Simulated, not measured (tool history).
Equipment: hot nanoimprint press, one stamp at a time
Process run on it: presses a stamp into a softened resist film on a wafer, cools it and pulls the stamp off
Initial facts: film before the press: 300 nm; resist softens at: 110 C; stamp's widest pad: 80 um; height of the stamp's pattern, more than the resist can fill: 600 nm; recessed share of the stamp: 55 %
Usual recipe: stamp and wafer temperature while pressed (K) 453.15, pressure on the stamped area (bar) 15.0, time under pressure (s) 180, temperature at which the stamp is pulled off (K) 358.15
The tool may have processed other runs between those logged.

run,hour,stamp and wafer temperature while pressed (K),pressure on the stamped area (bar),time under pressure (s),temperature at which the stamp is pulled off (K),resist left under the stamp's widest pad (nm),greatest force while the stamp is pulled off (N)
1,0.0,453.15,15.0,180,358.15,158.7,272
# hour 39.9: stamp cleaned and given a new release coat
2,70.0,446.15,15.0,180,358.15,203.2,228
3,142.2,453.15,23.1,180,358.15,129.4,250
4,191.5,453.15,23.1,180,358.15,129.3,249
# hour 268.8: plate thermocouple calibrated
5,285.5,453.15,15.0,180,357.15,167.3,297
# hour 300.6: stamp cleaned and given a new release coat
6,372.7,453.15,15.0,180,357.15,165.5,256
7,432.8,453.15,15.0,180,357.15,164.6,273
8,506.2,453.15,15.0,180,357.15,162.0,288
# hour 561.2: stamp cleaned and given a new release coat
9,561.2,445.15,15.0,180,357.15,214.0,246
10,621.6,445.15,15.0,180,357.15,215.0,252
# hour 644.2: press's hydraulic seals changed and the load cell set to zero
11,685.7,453.15,15.0,149,358.15,165.4,254
12,786.4,453.15,15.0,149,358.15,164.2,261
# hour 831.6: stamp cleaned and given a new release coat
13,849.2,453.15,15.0,149,358.15,163.8,235
# hour 904.5: plate thermocouple calibrated
14,938.1,453.15,15.0,149,358.15,172.0,259
15,1034.3,453.15,15.0,180,363.15,160.7,244
# hour 1097.1: stamp cleaned and given a new release coat
16,1120.0,453.15,15.0,180,363.15,158.1,209
17,1213.3,453.15,22.9,267,359.15,109.7,259
18,1267.7,448.15,19.9,108,346.15,195.1,349
# hour 1360.5: stamp cleaned and given a new release coat
19,1367.2,448.15,19.9,108,346.15,191.9,304
20,1468.2,462.15,21.3,94,358.15,114.5,247
# hour 1523.6: plate thermocouple calibrated
21,1540.1,450.15,19.2,207,353.15,158.3,319
22,1592.7,450.15,19.2,207,353.15,157.1,312
# hour 1623.6: stamp cleaned and given a new release coat
23,1681.2,456.15,19.1,149,358.15,136.8,247
24,1773.4,455.15,18.9,180,347.15,131.6,336
25,1849.0,455.15,18.9,180,347.15,131.1,356
# hour 1886.9: stamp cleaned and given a new release coat
26,1946.6,455.15,18.9,180,347.15,131.2,310
27,2025.3,455.15,18.9,180,347.15,128.4,324
28,2087.4,453.15,12.0,114,350.15,195.6,318
# hour 2140.2: plate thermocouple calibrated
# hour 2150.4: stamp cleaned and given a new release coat
29,2190.8,461.15,13.3,306,351.15,104.7,290

Alternative continuations, all from the tool just after run 29; predict every row:
A,2287.4,448.15,21.8,144,351.15,?,?
B,2287.4,453.15,15.0,180,360.15,?,?
C,2287.4,448.15,15.7,306,345.15,?,?

run,resist left under the stamp's widest pad (nm),greatest force while the stamp is pulled off (N)
A,183.1,314
B,164.4,248
C,166.3,348
Had the tool no hidden state, the same runs would have come out as:
run,resist left under the stamp's widest pad (nm),greatest force while the stamp is pulled off (N)
A,179.2,283
B,162.0,225
C,163.9,315
